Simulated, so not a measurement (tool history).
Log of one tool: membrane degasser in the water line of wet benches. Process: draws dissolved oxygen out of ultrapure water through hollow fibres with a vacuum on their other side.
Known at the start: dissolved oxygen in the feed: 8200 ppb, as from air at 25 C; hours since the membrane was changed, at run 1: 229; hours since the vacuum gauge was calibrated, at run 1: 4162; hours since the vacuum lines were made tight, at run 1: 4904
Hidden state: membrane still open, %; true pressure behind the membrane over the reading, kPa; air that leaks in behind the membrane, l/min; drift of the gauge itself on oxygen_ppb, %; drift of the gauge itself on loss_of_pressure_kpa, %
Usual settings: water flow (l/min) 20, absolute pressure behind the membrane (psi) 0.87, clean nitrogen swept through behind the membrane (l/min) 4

run    hour  water flow (l/min)  absolute pressure behind the membrane (psi)  clean nitrogen swept through behind the membrane (l/min)  hours since the membrane was changed  hours since the vacuum gauge was calibrated  hours since the vacuum lines were made tight  dissolved oxygen in the water behind the degasser (ppb)  pressure that the water loses in the fibres (psi)
  1       0                  20                                         0.87                                                         4                                   229                                         4162                                          4904                                                     37.5                                              8.475
  2    67.4                  20                                         0.87                                                         4                                   297                                         4230                                          4972                                                     37.1                                              8.508
  3   119.4                  20                                         0.87                                                         4                                   349                                         4282                                          5024                                                     36.5                                              8.419
  4   165.9                  20                                         0.87                                                         4                                   395                                         4328                                          5070                                                     37.3                                               8.46
  5   229.7                  20                                         0.87                                                         4                                   459                                         4392                                          5134                                                     36.7                                               8.48
  6   318.3                  20                                         0.87                                                         4                                   548                                         4481                                          5223                                                     36.8                                              8.453
  7   401.4                  20                                         0.87                                                      2.05                                   631                                         4564                                          5306                                                     67.9                                              8.505
  8   466.7                  20                                        2.035                                                         4                                   696                                         4629                                          5371                                                    134.2                                              8.432
  9   511.2                  20                                        2.035                                                      2.16                                   740                                         4674                                          5415                                                    233.4                                              8.393
 10   586.4                  20                                        2.035                                                      2.16                                   816                                         4749                                          5491                                                    233.3                                              8.382
 11   647.8                  24                                        0.775                                                      4.82                                   877                                         4810                                          5552                                                       35                                             10.105
 12     711                  31                                         1.22                                                     10.57                                   940                                         4874                                          5615                                                     71.4                                             12.992
 13   793.9                  21                                         1.23                                                      3.82                                  1023                                         4956                                          5698                                                     74.4                                              8.724
 14   859.3                  21                                         1.23                                                      3.82                                  1089                                         5022                                          5764                                                     72.9                                               8.73
 15   941.6                  23                                         0.87                                                      7.79                                  1171                                         5104                                          5846                                                     27.9                                              9.577
 16   983.7                  29                                         0.87                                                         4                                  1213                                         5146                                          5888                                                     74.2                                             12.143
     1022.9  -- gauge calibrated
 17  1040.8                  22                                         0.87                                                      2.21                                  1270                                         5203                                          5945                                                     71.9                                              9.319
 18  1100.5                  22                                         0.87                                                      3.57                                  1330                                         5263                                          6005                                                     48.5                                              9.419
 19  1183.9                  22                                         0.87                                                      3.57                                  1413                                         5346                                          6088                                                     47.5                                              9.284

Forecast each of these 4 alternatives for the next run:
  A  1253.9                  20                                        1.102                                                      1.81                                  1483                                         5416                                          6158                                                        ?                                                  ?
  B  1253.9                  24                                        0.825                                                      3.57                                  1483                                         5416                                          6158                                                        ?                                                  ?
  C  1253.9                  18                                        1.153                                                      5.11                                  1483                                         5416                                          6158                                                        ?                                                  ?
  D  1253.9                  20                                         0.87                                                      2.49                                  1483                                         5416                                          6158                                                        ?                                                  ?

run  dissolved oxygen in the water behind the degasser (ppb)  pressure that the water loses in the fibres (psi)
  A                                                    116.5                                              8.409
  B                                                     50.7                                             10.132
  C                                                     42.5                                              7.625
  D                                                     56.9                                              8.418
Without the tool's hidden state the same runs would have given:
run  dissolved oxygen in the water behind the degasser (ppb)  pressure that the water loses in the fibres (psi)
  A                                                    116.2                                              8.453
  B                                                     50.5                                             10.185
  C                                                     42.4                                              7.664
  D                                                     56.7                                              8.461
